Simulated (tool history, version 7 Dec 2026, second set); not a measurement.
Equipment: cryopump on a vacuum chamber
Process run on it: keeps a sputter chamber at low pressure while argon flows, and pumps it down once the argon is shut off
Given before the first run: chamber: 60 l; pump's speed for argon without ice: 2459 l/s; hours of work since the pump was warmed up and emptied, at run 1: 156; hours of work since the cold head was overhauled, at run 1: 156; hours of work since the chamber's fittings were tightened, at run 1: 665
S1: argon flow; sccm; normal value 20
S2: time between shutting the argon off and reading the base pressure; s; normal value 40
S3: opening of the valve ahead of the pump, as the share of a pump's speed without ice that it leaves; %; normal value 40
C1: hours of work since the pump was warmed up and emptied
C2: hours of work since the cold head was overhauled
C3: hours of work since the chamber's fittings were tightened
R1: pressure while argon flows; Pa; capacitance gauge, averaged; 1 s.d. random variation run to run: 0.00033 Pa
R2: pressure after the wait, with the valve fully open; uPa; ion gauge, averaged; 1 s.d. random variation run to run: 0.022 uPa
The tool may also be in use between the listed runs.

{"run": 1, "hour": 0.0, "S1": 20, "S2": 40, "S3": 40, "C1": 156, "C2": 156, "C3": 665, "R1": 0.035, "R2": 0.96}
{"run": 2, "hour": 18.6, "S1": 20, "S2": 40, "S3": 40, "C1": 171, "C2": 171, "C3": 680, "R1": 0.0354, "R2": 0.89}
{"run": 3, "hour": 42.3, "S1": 20, "S2": 40, "S3": 54, "C1": 190, "C2": 190, "C3": 699, "R1": 0.0257, "R2": 0.93}
{"run": 4, "hour": 54.2, "S1": 20, "S2": 55, "S3": 40, "C1": 200, "C2": 200, "C3": 709, "R1": 0.0352, "R2": 0.78}
{"run": 5, "hour": 74.2, "S1": 20, "S2": 40, "S3": 41, "C1": 216, "C2": 216, "C3": 726, "R1": 0.0347, "R2": 0.91}
{"run": 6, "hour": 101.3, "S1": 20, "S2": 40, "S3": 40, "C1": 238, "C2": 238, "C3": 748, "R1": 0.0347, "R2": 0.99}
{"run": 7, "hour": 113.5, "S1": 9, "S2": 40, "S3": 40, "C1": 248, "C2": 248, "C3": 758, "R1": 0.0165, "R2": 0.96}
{"run": 8, "hour": 141.8, "S1": 20, "S2": 170, "S3": 40, "C1": 272, "C2": 272, "C3": 781, "R1": 0.0347, "R2": 0.54}
{"run": 9, "hour": 163.4, "S1": 20, "S2": 40, "S3": 29, "C1": 289, "C2": 289, "C3": 799, "R1": 0.0487, "R2": 1.02}
{"run": 10, "hour": 176.9, "S1": 20, "S2": 40, "S3": 29, "C1": 300, "C2": 300, "C3": 810, "R1": 0.0484, "R2": 0.97}
{"run": 11, "hour": 200.0, "S1": 20, "S2": 40, "S3": 29, "C1": 319, "C2": 319, "C3": 829, "R1": 0.0483, "R2": 1}
{"run": 12, "hour": 214.6, "S1": 20, "S2": 40, "S3": 29, "C1": 331, "C2": 331, "C3": 841, "R1": 0.0485, "R2": 1.02}
{"run": 13, "hour": 240.3, "S1": 20, "S2": 40, "S3": 40, "C1": 352, "C2": 352, "C3": 862, "R1": 0.0358, "R2": 0.97}
{"run": 14, "hour": 261.8, "S1": 20, "S2": 40, "S3": 40, "C1": 370, "C2": 370, "C3": 879, "R1": 0.0354, "R2": 0.97}
{"run": 15, "hour": 282.5, "S1": 20, "S2": 40, "S3": 40, "C1": 387, "C2": 387, "C3": 896, "R1": 0.0355, "R2": 1.01}
{"run": 16, "hour": 302.3, "S1": 20, "S2": 40, "S3": 40, "C1": 403, "C2": 403, "C3": 912, "R1": 0.0365, "R2": 1.03}
{"run": 17, "hour": 331.3, "S1": 20, "S2": 189, "S3": 40, "C1": 427, "C2": 427, "C3": 936, "R1": 0.0355, "R2": 0.59}
{"run": 18, "hour": 350.5, "S1": 13, "S2": 261, "S3": 40, "C1": 443, "C2": 443, "C3": 952, "R1": 0.0227, "R2": 0.59}
{"run": 19, "hour": 365.5, "S1": 13, "S2": 261, "S3": 40, "C1": 455, "C2": 455, "C3": 964, "R1": 0.0235, "R2": 0.58}
{"run": 20, "hour": 389.4, "S1": 25, "S2": 40, "S3": 40, "C1": 474, "C2": 474, "C3": 984, "R1": 0.0453, "R2": 1.09}
{"run": 21, "hour": 402.5, "S1": 34, "S2": 40, "S3": 20, "C1": 485, "C2": 485, "C3": 994, "R1": 0.1191, "R2": 1.03}
{"run": 22, "hour": 423.4, "S1": 13, "S2": 225, "S3": 22, "C1": 502, "C2": 502, "C3": 1012, "R1": 0.0412, "R2": 0.68}
{"run": 23, "hour": 440.6, "S1": 20, "S2": 121, "S3": 29, "C1": 516, "C2": 516, "C3": 1026, "R1": 0.0489, "R2": 0.74}
{"run": 24, "hour": 466.0, "S1": 20, "S2": 188, "S3": 36, "C1": 537, "C2": 537, "C3": 1046, "R1": 0.0405, "R2": 0.68}
{"run": 25, "hour": 488.8, "S1": 40, "S2": 40, "S3": 35, "C1": 556, "C2": 556, "C3": 1065, "R1": 0.0817, "R2": 1.11}
{"run": 26, "hour": 506.5, "S1": 19, "S2": 41, "S3": 21, "C1": 570, "C2": 570, "C3": 1080, "R1": 0.064, "R2": 1.09}
{"run": 27, "hour": 535.3, "S1": 34, "S2": 32, "S3": 51, "C1": 594, "C2": 594, "C3": 1103, "R1": 0.0493, "R2": 1.3}
{"run": 28, "hour": 551.7, "S1": 10, "S2": 26, "S3": 31, "C1": 607, "C2": 607, "C3": 1117, "R1": 0.023, "R2": 1.41}
{"run": 29, "hour": 566.9, "S1": 10, "S2": 26, "S3": 31, "C1": 620, "C2": 620, "C3": 1129, "R1": 0.0233, "R2": 1.44}
{"run": 30, "hour": 587.2, "S1": 13, "S2": 40, "S3": 40, "C1": 636, "C2": 636, "C3": 1146, "R1": 0.0233, "R2": 1.13}
{"run": 31, "hour": 605.1, "S1": 13, "S2": 40, "S3": 40, "C1": 651, "C2": 651, "C3": 1160, "R1": 0.0238, "R2": 1.19}
{"run": 32, "hour": 626.1, "S1": 13, "S2": 40, "S3": 40, "C1": 668, "C2": 668, "C3": 1178, "R1": 0.0232, "R2": 1.18}
{"run": 33, "hour": 651.9, "S1": 22, "S2": 138, "S3": 15, "C1": 689, "C2": 689, "C3": 1199, "R1": 0.1034, "R2": 0.8}

How would selected steps in R1 from run to run divide? Give the signed amount a tool lacking its hidden state would still show from settings, what came in and random variation, and the signed amount left for the hidden state, including any gauge scatter that is not in both of the compared results.
What the log doesn't record here: pump's speed, % of a pump's without ice; cold plate's temperature, K; leak into the chamber, uPa l/s; drift of the gauge itself on working_pa, %; drift of the gauge itself on base_upa, %.
Run 20 -> 21: S1 25 -> 34, S3 40 -> 20. R1 +0.0738 Pa: hidden state +0.0008, all else +0.073.
Run 21 -> 22: S1 34 -> 13, S2 40 -> 225, S3 20 -> 22. R1 -0.0779 Pa: hidden state -0.0017, all else -0.0762.
Run 24 -> 25: S1 20 -> 40, S2 188 -> 40, S3 36 -> 35. R1 +0.0412 Pa: hidden state +0.0019, all else +0.0393.
Run 25 -> 26: S1 40 -> 19, S2 40 -> 41, S3 35 -> 21. R1 -0.0177 Pa: hidden state -0.0019, all else -0.0158.
Run 27 -> 28: S1 34 -> 10, S2 32 -> 26, S3 51 -> 31. R1 -0.0263 Pa: hidden state -0.0024, all else -0.0239.
Run 32 -> 33: S1 13 -> 22, S2 40 -> 138, S3 40 -> 15. R1 +0.0802 Pa: hidden state +0.0011, all else +0.0791.
